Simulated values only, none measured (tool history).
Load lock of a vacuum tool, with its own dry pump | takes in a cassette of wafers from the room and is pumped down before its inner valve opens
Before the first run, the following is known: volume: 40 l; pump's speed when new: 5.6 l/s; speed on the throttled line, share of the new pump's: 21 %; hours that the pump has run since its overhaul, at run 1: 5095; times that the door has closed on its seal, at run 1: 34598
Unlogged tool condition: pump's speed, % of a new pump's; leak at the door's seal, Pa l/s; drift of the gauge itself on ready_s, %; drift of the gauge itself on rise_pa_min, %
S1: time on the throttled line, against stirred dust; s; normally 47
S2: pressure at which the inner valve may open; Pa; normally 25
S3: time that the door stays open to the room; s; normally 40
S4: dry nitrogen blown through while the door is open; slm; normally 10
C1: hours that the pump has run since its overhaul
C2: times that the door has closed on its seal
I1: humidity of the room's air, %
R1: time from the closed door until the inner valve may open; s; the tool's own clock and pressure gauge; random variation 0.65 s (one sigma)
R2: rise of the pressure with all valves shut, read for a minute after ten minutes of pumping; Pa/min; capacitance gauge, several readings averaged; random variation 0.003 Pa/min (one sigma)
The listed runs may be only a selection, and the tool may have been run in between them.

{"run": 1, "hour": 0.0, "S1": 47, "S2": 25, "S3": 40, "S4": 10, "C1": 5095, "C2": 34598, "I1": 44.9, "R1": 96.6, "R2": 0.028}
{"run": 2, "hour": 139.1, "S1": 47, "S2": 25, "S3": 40, "S4": 10, "C1": 5234, "C2": 35004, "I1": 43.8, "R1": 96.7, "R2": 0.026}
{"run": 3, "hour": 252.9, "S1": 47, "S2": 25, "S3": 40, "S4": 10, "C1": 5347, "C2": 35336, "I1": 43.9, "R1": 97.4, "R2": 0.027}
{"run": 4, "hour": 363.2, "S1": 47, "S2": 25, "S3": 40, "S4": 10, "C1": 5458, "C2": 35657, "I1": 47, "R1": 96.5, "R2": 0.031}
{"run": 5, "hour": 550.2, "S1": 47, "S2": 25, "S3": 40, "S4": 10, "C1": 5645, "C2": 36203, "I1": 45.2, "R1": 96.3, "R2": 0.028}
{"run": 6, "hour": 665.9, "S1": 47, "S2": 24, "S3": 40, "S4": 10, "C1": 5760, "C2": 36541, "I1": 44.2, "R1": 97.2, "R2": 0.024}
{"run": 7, "hour": 783.1, "S1": 47, "S2": 24, "S3": 40, "S4": 43, "C1": 5878, "C2": 36883, "I1": 47.7, "R1": 96.2, "R2": 0.014}
{"run": 8, "hour": 885.7, "S1": 47, "S2": 24, "S3": 40, "S4": 43, "C1": 5980, "C2": 37182, "I1": 45.7, "R1": 97.1, "R2": 0.012}
{"run": 9, "hour": 1091.7, "S1": 47, "S2": 24, "S3": 40, "S4": 43, "C1": 6186, "C2": 37783, "I1": 42.6, "R1": 96.9, "R2": 0.014}
{"run": 10, "hour": 1305.7, "S1": 47, "S2": 24, "S3": 40, "S4": 43, "C1": 6400, "C2": 38407, "I1": 41.9, "R1": 98.6, "R2": 0.015}
{"run": 11, "hour": 1450.3, "S1": 47, "S2": 24, "S3": 40, "S4": 43, "C1": 6545, "C2": 38829, "I1": 43.5, "R1": 98.1, "R2": 0.017}
{"run": 12, "hour": 1542.4, "S1": 47, "S2": 29, "S3": 40, "S4": 10, "C1": 6637, "C2": 39097, "I1": 42.9, "R1": 96.3, "R2": 0.027}
{"run": 13, "hour": 1758.0, "S1": 51, "S2": 28, "S3": 40, "S4": 10, "C1": 6853, "C2": 39726, "I1": 45.7, "R1": 98.5, "R2": 0.028}
{"run": 14, "hour": 1869.5, "S1": 51, "S2": 28, "S3": 40, "S4": 10, "C1": 6964, "C2": 40051, "I1": 44, "R1": 98.5, "R2": 0.028}
{"run": 15, "hour": 1970.5, "S1": 51, "S2": 28, "S3": 40, "S4": 10, "C1": 7065, "C2": 40346, "I1": 44.9, "R1": 98.3, "R2": 0.027}
{"run": 16, "hour": 2103.0, "S1": 88, "S2": 20, "S3": 40, "S4": 14, "C1": 7198, "C2": 40733, "I1": 46.6, "R1": 130.3, "R2": 0.026}

Forecast run 17:
{"run": 17, "hour": 2224.0, "S1": 78, "S2": 19, "S3": 40, "S4": 25, "C1": 7318, "C2": 41085, "I1": 46.9, "R1": "?", "R2": "?"}

R1: 121.9 s
R2: 0.017 Pa/min
Had the tool carried no hidden state, the very same run would have given R1 121.9 s, R2 0.016 Pa/min.
